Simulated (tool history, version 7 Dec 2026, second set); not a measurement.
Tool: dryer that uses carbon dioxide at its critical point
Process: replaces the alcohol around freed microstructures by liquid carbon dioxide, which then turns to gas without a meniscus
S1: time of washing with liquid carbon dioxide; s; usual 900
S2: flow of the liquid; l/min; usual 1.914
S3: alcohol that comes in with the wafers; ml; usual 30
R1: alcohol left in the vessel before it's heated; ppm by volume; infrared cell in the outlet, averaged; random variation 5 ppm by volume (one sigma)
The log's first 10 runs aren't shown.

| run | hour | S1 | S2 | S3 | R1 |
|---|---|---|---|---|---|
| 11 | 181.8 | 900 | 1.914 | 30 | 217 |
| 12 | 205.7 | 900 | 1.914 | 30 | 221 |
|  | 212.6 | inlet filter changed |
| 13 | 236.8 | 900 | 1.914 | 30 | 202 |
| 14 | 259.4 | 600 | 1.914 | 30 | 336 |
| 15 | 282.3 | 600 | 1.914 | 30 | 346 |
| 16 | 299.0 | 600 | 1.914 | 30 | 360 |
| 17 | 328.9 | 900 | 1.914 | 30 | 224 |
| 18 | 344.2 | 900 | 1.914 | 30 | 232 |
| 19 | 377.1 | 900 | 1.914 | 30 | 222 |
| 20 | 397.3 | 900 | 1.914 | 30 | 240 |
| 21 | 412.2 | 900 | 1.914 | 30 | 254 |
| 22 | 442.8 | 900 | 1.520 | 30 | 306 |
| 23 | 463.4 | 900 | 2.080 | 30 | 229 |

Forecast run 24:
| 24 | 482.1 | 1080 | 1.914 | 69 | ? |

R1: 241 ppm by volume
Without the tool's hidden state the same run would have given R1 14 ppm by volume.
